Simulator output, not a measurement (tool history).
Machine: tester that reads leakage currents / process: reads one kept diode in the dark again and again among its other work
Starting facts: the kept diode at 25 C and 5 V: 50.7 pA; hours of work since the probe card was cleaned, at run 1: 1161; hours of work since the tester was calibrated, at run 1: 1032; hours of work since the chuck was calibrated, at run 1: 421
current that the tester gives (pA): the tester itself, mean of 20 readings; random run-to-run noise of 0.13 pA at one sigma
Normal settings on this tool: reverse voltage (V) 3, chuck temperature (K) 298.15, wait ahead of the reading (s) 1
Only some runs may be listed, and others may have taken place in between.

run     day  reverse voltage (V)  chuck temperature (K)  wait ahead of the reading (s)  hours of work since the probe card was cleaned  hours of work since the tester was calibrated  hours of work since the chuck was calibrated  current that the tester gives (pA)
  1       0                    3                 298.15                              1                                            1161                                           1032                                           421                               45.18
  2   1.704                    3                 298.15                              1                                            1181                                           1051                                           441                                45.2
  3   4.129                    3                 298.15                              1                                            1209                                           1080                                           469                               45.69
  4   7.408                    3                 298.15                              1                                            1247                                           1118                                           507                                46.3
  5   9.362                    3                 298.15                              1                                            1270                                           1140                                           530                               46.31
      9.638  -- tester calibrated
  6  11.367                    3                 298.15                              1                                            1292                                             20                                           552                               46.65
  7  13.533                    3                 298.15                              1                                            1317                                             45                                           577                               46.85
  8    15.3                    3                 298.15                              1                                            1338                                             66                                           597                               47.25
  9  17.433                14.45                 300.15                           3.58                                            1362                                             90                                           622                              125.77
 10  19.575                 3.26                 300.15                           7.65                                            1387                                            115                                           647                               57.87
 11  22.496                 3.26                 300.15                           7.65                                            1421                                            149                                           681                               58.41
 12  25.938                 3.26                 300.15                           7.65                                            1461                                            189                                           721                               58.97
 13  27.854                 3.26                 300.15                           7.65                                            1483                                            211                                           743                               59.14
     30.908  -- chuck's temperature calibrated
     31.558  -- tester calibrated, once more
 14  31.904                 3.26                 300.15                           7.65                                            1528                                              4                                            11                               51.53
 15  35.488                 3.26                 294.15                           3.31                                            1569                                             45                                            52                               33.29

What if the next run were any one of these 4? Each begins from the tool's condition after run 15:
  A  37.742                 6.89                 313.15                           0.48                                            1596                                             72                                            78                                   ?
  B  37.742                 5.84                 329.15                           1.36                                            1596                                             72                                            78                                   ?
  C  37.742                10.29                 304.15                              1                                            1596                                             72                                            78                                   ?
  D  37.742                 8.89                 325.15                           5.68                                            1596                                             72                                            78                                   ?

run  current that the tester gives (pA)
  A                              202.04
  B                              565.47
  C                              129.53
  D                              530.38
With the hidden condition removed and each run's random variation left untouched, the same runs would have given:
run  current that the tester gives (pA)
  A                              192.73
  B                              553.42
  C                              117.59
  D                              515.52
